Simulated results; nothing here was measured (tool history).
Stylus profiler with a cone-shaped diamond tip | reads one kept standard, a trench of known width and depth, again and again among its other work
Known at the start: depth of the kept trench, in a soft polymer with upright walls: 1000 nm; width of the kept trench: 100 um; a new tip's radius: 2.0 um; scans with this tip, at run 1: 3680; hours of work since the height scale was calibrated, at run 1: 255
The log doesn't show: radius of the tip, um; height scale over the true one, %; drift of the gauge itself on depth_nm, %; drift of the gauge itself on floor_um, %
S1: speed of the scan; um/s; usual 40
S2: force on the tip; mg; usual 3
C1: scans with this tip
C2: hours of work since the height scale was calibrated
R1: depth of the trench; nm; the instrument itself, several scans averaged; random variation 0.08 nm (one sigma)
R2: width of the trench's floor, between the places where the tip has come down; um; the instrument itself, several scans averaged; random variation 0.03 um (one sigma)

run   hour   S1    S2    C1   C2       R1     R2
  1      0   40     3  3680  255  1007.78  95.58
  2   13.2   40     3  3816  264  1007.79  95.52
  3   28.1   31     3  3970  275  1007.74   95.6
  4   37.7   40     3  4070  281  1007.75  95.48
  5   51.3   40     3  4210  291  1007.73   95.5
  6   65.7   40     3  4359  301  1007.72  95.45
  7     77   40     3  4475  309  1007.65   95.4
  8   91.2  110     3  4622  320  1007.76  95.02
  9     98   40  1.24  4692  324  1004.29   95.3
 10  112.1   40  1.24  4838  335  1004.12  95.23
 11  123.3   40  1.24  4953  343  1004.27  95.28
 12  132.8   40  2.06  5051  349  1006.03   95.3
 13  144.1   40  2.06  5168  357  1005.92  95.29
 14  153.2   47   3.5  5262  364   1008.5  95.25
 15  161.3   47   3.5  5345  370  1008.55  95.29
 16  173.6   47   3.5  5473  378  1008.34  95.25
 17  187.8   23  4.72  5619  389  1010.26  95.34
 18  200.6   40  6.85  5751  398  1013.16   95.3
 19  212.1  120   3.7  5869  406  1008.82  94.85
 20  227.6   72  1.83  6030  417  1005.48  94.87

3 ways to go on from here, each from the tool as it stands after run 20. What would each give?
  A  240.6  28     3  6164  426   ?   ?
  B  240.6  24  1.83  6164  426   ?   ?
  C  240.6  19  2.83  6164  426   ?   ?

run       R1     R2
  A  1007.52   95.2
  B  1005.52  95.24
  C  1007.29   95.2
Without the tool's hidden state the same runs would have given:
run       R1     R2
  A  1007.73   96.4
  B  1005.72  96.44
  C  1007.49   96.4
